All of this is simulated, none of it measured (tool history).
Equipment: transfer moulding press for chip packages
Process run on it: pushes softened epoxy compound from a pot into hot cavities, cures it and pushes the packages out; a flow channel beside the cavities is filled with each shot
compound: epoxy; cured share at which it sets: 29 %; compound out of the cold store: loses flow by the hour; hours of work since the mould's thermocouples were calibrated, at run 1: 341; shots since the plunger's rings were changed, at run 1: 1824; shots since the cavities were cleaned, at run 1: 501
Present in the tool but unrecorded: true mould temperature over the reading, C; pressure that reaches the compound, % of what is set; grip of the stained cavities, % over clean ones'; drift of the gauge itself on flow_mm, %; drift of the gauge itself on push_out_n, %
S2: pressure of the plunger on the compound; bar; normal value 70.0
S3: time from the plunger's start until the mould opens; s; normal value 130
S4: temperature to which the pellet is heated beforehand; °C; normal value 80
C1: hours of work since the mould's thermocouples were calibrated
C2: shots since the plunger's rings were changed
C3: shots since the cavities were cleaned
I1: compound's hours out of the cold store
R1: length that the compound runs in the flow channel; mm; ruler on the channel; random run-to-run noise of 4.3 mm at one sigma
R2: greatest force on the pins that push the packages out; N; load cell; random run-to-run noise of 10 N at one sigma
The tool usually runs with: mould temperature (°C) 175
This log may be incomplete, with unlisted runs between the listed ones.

{"run": 1, "hour": 0.0, "mould temperature (°C)": 175, "S2": 70.0, "S3": 130, "S4": 80, "C1": 341, "C2": 1824, "C3": 501, "I1": 43.9, "R1": 775, "R2": 836}
{"run": 2, "hour": 13.4, "mould temperature (°C)": 175, "S2": 70.0, "S3": 130, "S4": 80, "C1": 347, "C2": 1912, "C3": 589, "I1": 29.4, "R1": 821, "R2": 819}
{"hour": 18.1, "done": "cavities cleaned with cleaning compound and waxed"}
{"run": 3, "hour": 35.1, "mould temperature (°C)": 175, "S2": 70.0, "S3": 130, "S4": 79, "C1": 357, "C2": 2047, "C3": 114, "I1": 34.2, "R1": 807, "R2": 629}
{"run": 4, "hour": 48.2, "mould temperature (°C)": 175, "S2": 70.0, "S3": 130, "S4": 79, "C1": 363, "C2": 2133, "C3": 200, "I1": 11.7, "R1": 899, "R2": 720}
{"run": 5, "hour": 65.5, "mould temperature (°C)": 175, "S2": 70.0, "S3": 130, "S4": 80, "C1": 372, "C2": 2248, "C3": 315, "I1": 8.9, "R1": 906, "R2": 770}
{"run": 6, "hour": 76.1, "mould temperature (°C)": 175, "S2": 57.7, "S3": 130, "S4": 80, "C1": 377, "C2": 2319, "C3": 386, "I1": 16.5, "R1": 793, "R2": 796}
{"run": 7, "hour": 86.5, "mould temperature (°C)": 175, "S2": 57.7, "S3": 130, "S4": 80, "C1": 382, "C2": 2388, "C3": 455, "I1": 12.0, "R1": 817, "R2": 850}
{"run": 8, "hour": 99.0, "mould temperature (°C)": 175, "S2": 57.7, "S3": 130, "S4": 80, "C1": 388, "C2": 2470, "C3": 537, "I1": 8.8, "R1": 826, "R2": 845}
{"hour": 110.9, "done": "cavities cleaned with cleaning compound and waxed"}
{"run": 9, "hour": 116.3, "mould temperature (°C)": 175, "S2": 57.7, "S3": 130, "S4": 80, "C1": 395, "C2": 2575, "C3": 35, "I1": 23.4, "R1": 763, "R2": 533}
{"run": 10, "hour": 128.5, "mould temperature (°C)": 175, "S2": 57.7, "S3": 130, "S4": 80, "C1": 401, "C2": 2656, "C3": 116, "I1": 14.2, "R1": 799, "R2": 653}
{"run": 11, "hour": 143.5, "mould temperature (°C)": 175, "S2": 57.7, "S3": 130, "S4": 78, "C1": 408, "C2": 2756, "C3": 216, "I1": 18.8, "R1": 777, "R2": 709}
{"run": 12, "hour": 165.1, "mould temperature (°C)": 175, "S2": 57.7, "S3": 130, "S4": 78, "C1": 419, "C2": 2899, "C3": 359, "I1": 40.1, "R1": 696, "R2": 800}
{"run": 13, "hour": 185.8, "mould temperature (°C)": 175, "S2": 55.2, "S3": 130, "S4": 80, "C1": 429, "C2": 3037, "C3": 497, "I1": 14.5, "R1": 772, "R2": 838}
{"hour": 204.7, "done": "cavities cleaned with cleaning compound and waxed"}
{"run": 14, "hour": 210.1, "mould temperature (°C)": 175, "S2": 55.2, "S3": 130, "S4": 80, "C1": 440, "C2": 3188, "C3": 36, "I1": 39.9, "R1": 685, "R2": 542}
{"run": 15, "hour": 227.6, "mould temperature (°C)": 178, "S2": 56.7, "S3": 130, "S4": 77, "C1": 448, "C2": 3305, "C3": 153, "I1": 39.5, "R1": 674, "R2": 613}
{"run": 16, "hour": 244.9, "mould temperature (°C)": 178, "S2": 56.7, "S3": 130, "S4": 77, "C1": 456, "C2": 3419, "C3": 267, "I1": 22.5, "R1": 741, "R2": 673}
{"hour": 260.7, "done": "plunger's sealing rings changed"}
{"run": 17, "hour": 267.3, "mould temperature (°C)": 175, "S2": 82.2, "S3": 121, "S4": 72, "C1": 466, "C2": 44, "C3": 399, "I1": 44.1, "R1": 867, "R2": 845}
{"run": 18, "hour": 281.8, "mould temperature (°C)": 175, "S2": 82.2, "S3": 121, "S4": 72, "C1": 473, "C2": 140, "C3": 495, "I1": 10.0, "R1": 1022, "R2": 988}
{"run": 19, "hour": 293.8, "mould temperature (°C)": 175, "S2": 82.2, "S3": 121, "S4": 72, "C1": 479, "C2": 220, "C3": 575, "I1": 36.9, "R1": 893, "R2": 941}

The next listed run, before its measurement:
{"hour": 299.1, "done": "cavities cleaned with cleaning compound and waxed"}
{"run": 20, "hour": 312.7, "mould temperature (°C)": 174, "S2": 57.5, "S3": 164, "S4": 80, "C1": 487, "C2": 336, "C3": 91, "I1": 29.5, "R1": "?", "R2": "?"}

{"run 20": {"R1": 769, "R2": 532}}
On a tool with no hidden condition, and with the same random variation, this run would have come out at R1 771 mm, R2 440 N.
